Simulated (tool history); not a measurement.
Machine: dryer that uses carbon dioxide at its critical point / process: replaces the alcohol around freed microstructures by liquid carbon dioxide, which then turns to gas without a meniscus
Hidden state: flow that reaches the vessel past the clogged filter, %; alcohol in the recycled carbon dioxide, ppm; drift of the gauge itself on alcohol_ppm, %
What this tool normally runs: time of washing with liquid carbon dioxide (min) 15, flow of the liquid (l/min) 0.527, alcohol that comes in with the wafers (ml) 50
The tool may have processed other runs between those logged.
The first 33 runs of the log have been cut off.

run	hour	time of washing with liquid carbon dioxide (min)	flow of the liquid (l/min)	alcohol that comes in with the wafers (ml)	hours of work since the filter was changed	hours of work since the purifier's bed was changed	alcohol left in the vessel before it's heated (ppm by volume)
34	603.8	22	0.334	50	174	734	428
35	626.4	10	0.592	22	186	746	419
36	644.2	10	0.592	22	195	755	445
37	659.2	13	0.882	43	203	763	77
38	682.4	20	0.566	29	215	775	88
39	694.5	20	0.566	29	221	781	80
40	717.4	14	0.603	35	232	793	191
41	733.9	18	0.611	38	241	801	96
42	757.2	18	0.611	38	253	813	99
43	772.2	18	0.611	38	260	821	98
44	782.2	18	0.611	38	266	826	98
45	805.3	10	0.522	61	277	838	2136
46	817.4	13	0.522	37	284	844	518
47	835.5	11	0.522	51	293	853	1303
48	849.1	11	0.522	51	300	860	1333

What if the next run were any one of these 3? Each begins from the tool's condition after run 48:
A	862.3	11	0.522	91	307	867	?
B	862.3	22	0.522	51	307	867	?
C	862.3	11	0.538	51	307	867	?

run	alcohol left in the vessel before it's heated (ppm by volume)
A	2369
B	111
C	1193
Without the tool's hidden state the same runs would have given:
run	alcohol left in the vessel before it's heated (ppm by volume)
A	1199
B	16
C	574
